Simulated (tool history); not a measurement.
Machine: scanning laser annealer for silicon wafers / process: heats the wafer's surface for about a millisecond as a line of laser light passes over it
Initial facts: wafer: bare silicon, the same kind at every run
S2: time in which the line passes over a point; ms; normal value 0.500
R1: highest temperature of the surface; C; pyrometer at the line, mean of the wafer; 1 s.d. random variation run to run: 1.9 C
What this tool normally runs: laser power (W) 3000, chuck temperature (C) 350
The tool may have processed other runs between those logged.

{"run": 1, "day": 0.0, "laser power (W)": 3000, "S2": 0.5, "chuck temperature (C)": 350, "R1": 1156}
{"run": 2, "day": 0.417, "laser power (W)": 3000, "S2": 0.5, "chuck temperature (C)": 350, "R1": 1157}
{"run": 3, "day": 1.146, "laser power (W)": 3000, "S2": 0.5, "chuck temperature (C)": 350, "R1": 1157}
{"run": 4, "day": 2.058, "laser power (W)": 3000, "S2": 0.5, "chuck temperature (C)": 386, "R1": 1191}
{"run": 5, "day": 2.483, "laser power (W)": 3000, "S2": 0.5, "chuck temperature (C)": 386, "R1": 1192}
{"run": 6, "day": 2.958, "laser power (W)": 3000, "S2": 0.5, "chuck temperature (C)": 350, "R1": 1158}
{"run": 7, "day": 3.488, "laser power (W)": 3000, "S2": 0.5, "chuck temperature (C)": 350, "R1": 1156}
{"run": 8, "day": 3.962, "laser power (W)": 3000, "S2": 0.5, "chuck temperature (C)": 350, "R1": 1155}
{"run": 9, "day": 4.717, "laser power (W)": 3000, "S2": 0.5, "chuck temperature (C)": 350, "R1": 1156}
{"run": 10, "day": 5.204, "laser power (W)": 3000, "S2": 0.5, "chuck temperature (C)": 350, "R1": 1152}
{"run": 11, "day": 5.6, "laser power (W)": 3000, "S2": 0.5, "chuck temperature (C)": 350, "R1": 1154}
{"run": 12, "day": 6.404, "laser power (W)": 2848, "S2": 0.485, "chuck temperature (C)": 321, "R1": 1073}
{"run": 13, "day": 6.883, "laser power (W)": 2848, "S2": 0.485, "chuck temperature (C)": 321, "R1": 1069}
{"run": 14, "day": 7.367, "laser power (W)": 3227, "S2": 0.452, "chuck temperature (C)": 368, "R1": 1190}
{"run": 15, "day": 7.921, "laser power (W)": 2775, "S2": 0.556, "chuck temperature (C)": 324, "R1": 1109}
{"run": 16, "day": 8.379, "laser power (W)": 3000, "S2": 0.5, "chuck temperature (C)": 376, "R1": 1178}
{"run": 17, "day": 9.138, "laser power (W)": 3000, "S2": 0.5, "chuck temperature (C)": 376, "R1": 1182}

Alternative continuations, all from the tool just after run 17; predict every row:
{"run": "A", "day": 9.55, "laser power (W)": 2764, "S2": 0.5, "chuck temperature (C)": 365, "R1": "?"}
{"run": "B", "day": 9.55, "laser power (W)": 2688, "S2": 0.374, "chuck temperature (C)": 356, "R1": "?"}
{"run": "C", "day": 9.55, "laser power (W)": 3000, "S2": 0.557, "chuck temperature (C)": 343, "R1": "?"}
{"run": "D", "day": 9.55, "laser power (W)": 3049, "S2": 0.555, "chuck temperature (C)": 363, "R1": "?"}

run=A R1=1107
run=B R1=974
run=C R1=1195
run=D R1=1228
Without the tool's hidden state the same runs would have given:
run=A R1=1123
run=B R1=987
run=C R1=1213
run=D R1=1246
